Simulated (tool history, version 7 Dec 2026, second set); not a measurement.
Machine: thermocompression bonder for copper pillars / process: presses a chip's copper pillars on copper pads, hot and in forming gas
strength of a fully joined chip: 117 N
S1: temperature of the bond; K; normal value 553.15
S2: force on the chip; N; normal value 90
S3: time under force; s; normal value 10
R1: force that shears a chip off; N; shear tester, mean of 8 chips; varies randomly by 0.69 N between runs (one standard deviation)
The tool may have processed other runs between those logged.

{"run": 1, "hour": 0.0, "S1": 553.15, "S2": 90, "S3": 10, "R1": 75.3}
{"run": 2, "hour": 4.9, "S1": 553.15, "S2": 90, "S3": 10, "R1": 74.5}
{"run": 3, "hour": 11.0, "S1": 553.15, "S2": 90, "S3": 19, "R1": 87.2}
{"run": 4, "hour": 18.3, "S1": 553.15, "S2": 61, "S3": 19, "R1": 66.3}
{"run": 5, "hour": 26.0, "S1": 553.15, "S2": 91, "S3": 19, "R1": 87.8}
{"run": 6, "hour": 30.2, "S1": 538.15, "S2": 90, "S3": 10, "R1": 61.7}
{"run": 7, "hour": 35.0, "S1": 538.15, "S2": 90, "S3": 10, "R1": 63.1}
{"run": 8, "hour": 41.3, "S1": 538.15, "S2": 90, "S3": 10, "R1": 62.9}
{"run": 9, "hour": 48.5, "S1": 538.15, "S2": 90, "S3": 10, "R1": 63.2}
{"run": 10, "hour": 52.9, "S1": 538.15, "S2": 90, "S3": 10, "R1": 63.7}
{"run": 11, "hour": 60.6, "S1": 538.15, "S2": 90, "S3": 10, "R1": 65.1}
{"run": 12, "hour": 66.9, "S1": 538.15, "S2": 85, "S3": 10, "R1": 62.6}
{"run": 13, "hour": 73.6, "S1": 559.15, "S2": 91, "S3": 7, "R1": 73.8}
{"run": 14, "hour": 82.6, "S1": 559.15, "S2": 91, "S3": 7, "R1": 74.3}
{"run": 15, "hour": 90.2, "S1": 536.15, "S2": 79, "S3": 6, "R1": 48.2}
{"run": 16, "hour": 96.6, "S1": 536.15, "S2": 79, "S3": 6, "R1": 48.3}
{"run": 17, "hour": 105.5, "S1": 536.15, "S2": 79, "S3": 6, "R1": 41.9}
{"run": 18, "hour": 114.5, "S1": 536.15, "S2": 128, "S3": 16, "R1": 85.1}
{"run": 19, "hour": 118.4, "S1": 566.15, "S2": 124, "S3": 9, "R1": 91.7}

Withheld: 2 entries from between the runs. Position of each, and hidden state at the listed run before versus the listed run after:
Run 11 -> run 12: heater calibrated with a thermocouple chip (hour 63.3)
  true temperature of the bond over the reading, C: 5.8 -> 9.3; oxide that the forming gas leaves, % of the face: 4.62 -> 4.67
  measured result minus the result with no hidden state, R1: +1.4 -> +3.9 N
Run 16 -> run 17: heater calibrated with a thermocouple chip, once more (hour 103.5)
  true temperature of the bond over the reading, C: 9.5 -> -0.6; oxide that the forming gas leaves, % of the face: 4.99 -> 5.07
  measured result minus the result with no hidden state, R1: +3.7 -> -2.6 N
